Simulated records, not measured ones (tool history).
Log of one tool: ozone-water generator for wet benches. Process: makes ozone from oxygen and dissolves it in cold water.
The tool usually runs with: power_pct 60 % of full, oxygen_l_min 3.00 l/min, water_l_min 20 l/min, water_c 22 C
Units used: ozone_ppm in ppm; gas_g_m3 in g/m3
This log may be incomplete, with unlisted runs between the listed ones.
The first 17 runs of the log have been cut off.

run,hour,power_pct,oxygen_l_min,water_l_min,water_c,ozone_ppm,gas_g_m3
18,1069.2,60,1.77,20,22,10.1,208.7
19,1126.9,60,1.77,20,22,10.2,206.1
20,1178.7,81,3.00,30,28,9.8,205.3
21,1228.2,81,3.00,30,28,9.6,204.8
22,1305.0,60,2.15,27,24,7.8,188.9
23,1367.8,62,2.30,20,15,12.2,186.7
24,1419.6,62,2.30,20,15,12.0,188.9
25,1460.9,62,2.30,20,24,11.2,187.5
26,1538.0,60,2.96,20,22,11.6,164.3
27,1587.5,92,2.96,13,20,23.6,225.2
28,1648.2,46,3.00,20,20,9.9,135.1
29,1699.1,49,1.62,18,29,8.9,185.9
30,1758.1,49,1.62,18,29,8.9,183.4
31,1800.6,49,1.62,18,29,9.0,185.2
32,1836.1,49,1.62,18,29,8.9,184.1

Forecast each of these 3 alternatives for the next run:
A,1920.8,76,1.62,18,18,?,?
B,1920.8,64,1.62,18,29,?,?
C,1920.8,58,4.16,18,21,?,?

run,ozone_ppm,gas_g_m3
A,13.6,259.8
B,11.0,223.5
C,13.3,137.9
With no hidden state in the tool, these same runs would have given:
run,ozone_ppm,gas_g_m3
A,13.7,260.0
B,11.1,223.6
C,13.3,138.0
